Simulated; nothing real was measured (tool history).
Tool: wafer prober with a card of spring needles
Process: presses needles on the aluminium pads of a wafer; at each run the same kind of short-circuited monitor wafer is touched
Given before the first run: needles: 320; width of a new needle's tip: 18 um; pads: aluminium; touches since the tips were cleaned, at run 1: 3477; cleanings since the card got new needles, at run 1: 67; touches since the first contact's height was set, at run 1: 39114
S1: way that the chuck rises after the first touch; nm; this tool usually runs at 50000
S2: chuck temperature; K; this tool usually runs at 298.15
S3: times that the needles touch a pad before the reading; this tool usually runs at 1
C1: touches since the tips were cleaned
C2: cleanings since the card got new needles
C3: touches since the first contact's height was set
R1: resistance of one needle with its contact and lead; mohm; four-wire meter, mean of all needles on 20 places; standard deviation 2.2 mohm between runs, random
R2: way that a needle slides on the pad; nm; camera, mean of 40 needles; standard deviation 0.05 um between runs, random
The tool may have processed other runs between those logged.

| run | hour | S1 | S2 | S3 | C1 | C2 | C3 | R1 | R2 |
|---|---|---|---|---|---|---|---|---|---|
| 1 | 0.0 | 50000 | 298.15 | 1 | 3477 | 67 | 39114 | 274 | 7670 |
|  | 2.3 | tips cleaned on abrasive film |
| 2 | 12.5 | 50000 | 298.15 | 1 | 3045 | 68 | 42803 | 271 | 7680 |
|  | 15.2 | tips cleaned on abrasive film |
| 3 | 24.7 | 50000 | 298.15 | 1 | 2817 | 69 | 46403 | 272 | 7700 |
|  | 27.7 | tips cleaned on abrasive film |
|  | 40.0 | tips cleaned on abrasive film |
| 4 | 40.8 | 50000 | 298.15 | 1 | 246 | 71 | 51134 | 252 | 7630 |
|  | 53.4 | tips cleaned on abrasive film |
|  | 66.0 | tips cleaned on abrasive film |
| 5 | 66.2 | 38000 | 298.15 | 1 | 83 | 73 | 58653 | 254 | 5650 |
|  | 79.0 | tips cleaned on abrasive film |
| 6 | 83.0 | 54000 | 298.15 | 1 | 1187 | 74 | 63599 | 255 | 8240 |
|  | 92.6 | tips cleaned on abrasive film |
| 7 | 93.5 | 54000 | 316.15 | 1 | 256 | 75 | 66708 | 255 | 8150 |
|  | 105.3 | tips cleaned on abrasive film |
| 8 | 107.1 | 50000 | 298.15 | 1 | 532 | 76 | 70713 | 251 | 7640 |
|  | 119.2 | tips cleaned on abrasive film |
|  | 131.5 | tips cleaned on abrasive film |
| 9 | 131.5 | 50000 | 298.15 | 1 | 0 | 78 | 77925 | 247 | 7610 |
|  | 144.2 | tips cleaned on abrasive film |
| 10 | 154.7 | 50000 | 298.15 | 1 | 3120 | 79 | 84795 | 277 | 7430 |
|  | 157.5 | tips cleaned on abrasive film |
|  | 170.7 | tips cleaned on abrasive film |
| 11 | 178.7 | 50000 | 385.15 | 1 | 2397 | 81 | 91901 | 291 | 7520 |
|  | 184.2 | tips cleaned on abrasive film |
| 12 | 189.4 | 50000 | 301.15 | 1 | 1556 | 82 | 95050 | 266 | 7460 |
|  | 196.5 | tips cleaned on abrasive film |
| 13 | 201.5 | 46000 | 298.15 | 1 | 1478 | 83 | 98605 | 265 | 6820 |
|  | 208.8 | tips cleaned on abrasive film |
| 14 | 216.8 | 46000 | 298.15 | 1 | 2356 | 84 | 103125 | 280 | 6920 |
|  | 222.6 | tips cleaned on abrasive film |
|  | 236.4 | tips cleaned on abrasive film |
| 15 | 238.9 | 46000 | 298.15 | 1 | 760 | 86 | 109660 | 258 | 6740 |
|  | 249.6 | tips cleaned on abrasive film |
| 16 | 250.6 | 50000 | 327.15 | 1 | 304 | 87 | 113105 | 260 | 7370 |
|  | 262.2 | tips cleaned on abrasive film |
|  | 269.1 | height of the first contact set anew |
| 17 | 271.1 | 37000 | 336.15 | 2 | 2550 | 88 | 579 | 292 | 5230 |
|  | 275.0 | tips cleaned on abrasive film |
|  | 288.2 | tips cleaned on abrasive film |
| 18 | 295.2 | 37000 | 336.15 | 2 | 2089 | 90 | 7707 | 289 | 5260 |
|  | 301.6 | tips cleaned on abrasive film |
| 19 | 311.4 | 55000 | 392.15 | 2 | 2895 | 91 | 12485 | 279 | 8060 |
|  | 314.1 | tips cleaned on abrasive film |
|  | 327.1 | tips cleaned on abrasive film |
| 20 | 328.3 | 50000 | 298.15 | 1 | 342 | 93 | 17467 | 254 | 7160 |
|  | 339.7 | tips cleaned on abrasive film |
|  | 352.1 | tips cleaned on abrasive film |
| 21 | 352.1 | 50000 | 298.15 | 1 | 0 | 95 | 24487 | 248 | 7160 |
| 22 | 363.5 | 50000 | 300.15 | 1 | 3410 | 95 | 27897 | 286 | 7150 |
|  | 365.3 | tips cleaned on abrasive film |
|  | 378.7 | tips cleaned on abrasive film |
| 23 | 388.0 | 41000 | 367.15 | 1 | 2761 | 97 | 35110 | 315 | 5660 |
|  | 391.3 | tips cleaned on abrasive film |
|  | 392.7 | height of the first contact set anew, once more |
|  | 404.3 | tips cleaned on abrasive film |
| 24 | 405.1 | 60000 | 298.15 | 2 | 249 | 99 | 3649 | 246 | 9380 |
|  | 417.5 | tips cleaned on abrasive film |
| 25 | 427.6 | 36000 | 298.15 | 2 | 3002 | 100 | 10320 | 281 | 5630 |
|  | 429.7 | tips cleaned on abrasive film |
|  | 442.3 | tips cleaned on abrasive film |
| 26 | 449.1 | 50000 | 366.15 | 1 | 2030 | 102 | 16654 | 283 | 7730 |
|  | 454.9 | tips cleaned on abrasive film |
| 27 | 463.1 | 50000 | 366.15 | 1 | 2437 | 103 | 20781 | 290 | 7860 |
|  | 469.2 | tips cleaned on abrasive film |
|  | 481.5 | tips cleaned on abrasive film |
| 28 | 487.1 | 50000 | 298.15 | 2 | 1676 | 105 | 27875 | 255 | 7810 |
|  | 494.0 | tips cleaned on abrasive film |
| 29 | 504.0 | 50000 | 359.15 | 2 | 2965 | 106 | 32869 | 274 | 7740 |
|  | 507.8 | tips cleaned on abrasive film |
|  | 520.3 | tips cleaned on abrasive film |
| 30 | 522.9 | 50000 | 359.15 | 2 | 771 | 108 | 38430 | 269 | 7730 |
|  | 532.5 | tips cleaned on abrasive film |
| 31 | 536.8 | 47000 | 306.15 | 1 | 1273 | 109 | 42545 | 266 | 7210 |
|  | 545.1 | tips cleaned on abrasive film |
| 32 | 551.5 | 50000 | 306.15 | 2 | 1928 | 110 | 46910 | 263 | 7750 |

Branching from run 32: 3 alternative next runs. What would each branch give?
|  | 557.4 | tips cleaned on abrasive film |
|  | 569.9 | tips cleaned on abrasive film |
| A | 576.7 | 48000 | 364.15 | 2 | 2023 | 112 | 54347 | ? | ? |
|  | 557.4 | tips cleaned on abrasive film |
|  | 569.9 | tips cleaned on abrasive film |
| B | 576.7 | 43000 | 301.15 | 2 | 2023 | 112 | 54347 | ? | ? |
|  | 557.4 | tips cleaned on abrasive film |
|  | 569.9 | tips cleaned on abrasive film |
| C | 576.7 | 58000 | 300.15 | 2 | 2023 | 112 | 54347 | ? | ? |

| run | R1 | R2 |
|---|---|---|
| A | 279 | 7310 |
| B | 270 | 6560 |
| C | 258 | 8910 |
Had the tool no hidden state, the same runs would have come out as:
| run | R1 | R2 |
|---|---|---|
| A | 262 | 7530 |
| B | 247 | 6770 |
| C | 245 | 9120 |

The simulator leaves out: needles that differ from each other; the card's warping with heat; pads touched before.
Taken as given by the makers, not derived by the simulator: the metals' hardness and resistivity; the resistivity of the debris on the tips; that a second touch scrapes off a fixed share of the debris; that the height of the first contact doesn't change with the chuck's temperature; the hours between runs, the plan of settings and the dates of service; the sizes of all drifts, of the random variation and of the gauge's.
